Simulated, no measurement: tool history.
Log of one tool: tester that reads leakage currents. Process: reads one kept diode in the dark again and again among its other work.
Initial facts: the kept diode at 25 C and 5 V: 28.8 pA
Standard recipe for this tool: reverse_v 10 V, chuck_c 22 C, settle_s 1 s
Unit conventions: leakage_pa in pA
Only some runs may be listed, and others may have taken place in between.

run    hour  reverse_v  chuck_c  settle_s  leakage_pa
  1       0         10       22         1        54.1
  2    53.4         10       22         1       54.39
  3   148.3        3.2       22         1       24.53
  4   219.6        3.2       22         1       24.62
  5   291.8        3.2       22         1       24.99
  6   364.8         10       22         1       55.62
  7   458.5         10       22         1       55.82
  8   529.9         10       22         1       56.48
  9   625.5         10       22         1       56.43
 10   684.6         10       22         1       56.74
 11   749.1        9.1       40         1      179.57
      758.5  -- tester calibrated
 12   817.7        9.1       40         1      179.44
 13   915.3        2.9       21         1       22.34
 14   995.6        9.5       21      4.29       52.22
 15  1057.8        2.8       22      4.22       23.21
 16  1134.9       18.3       22      0.63        93.8
     1179.9  -- tester calibrated, once more
     1218.6  -- probe card cleaned and baked
 17  1249.5        1.3       22      7.61       10.47
 18  1337.8        1.3       59         1      271.44
 19  1440.1       16.1       38         1      176.59

3 ways to go on from here, each from the tool as it stands after run 19. What would each give?
  A  1494.4        1.1       38       1.7           ?
  B  1494.4        2.5       59      0.76           ?
  C  1494.4          3       23      1.09           ?

run  leakage_pa
  A        43.2
  B      382.86
  C       18.41
Had the tool no hidden state, the same runs would have come out as:
run  leakage_pa
  A       43.93
  B      389.22
  C       18.47
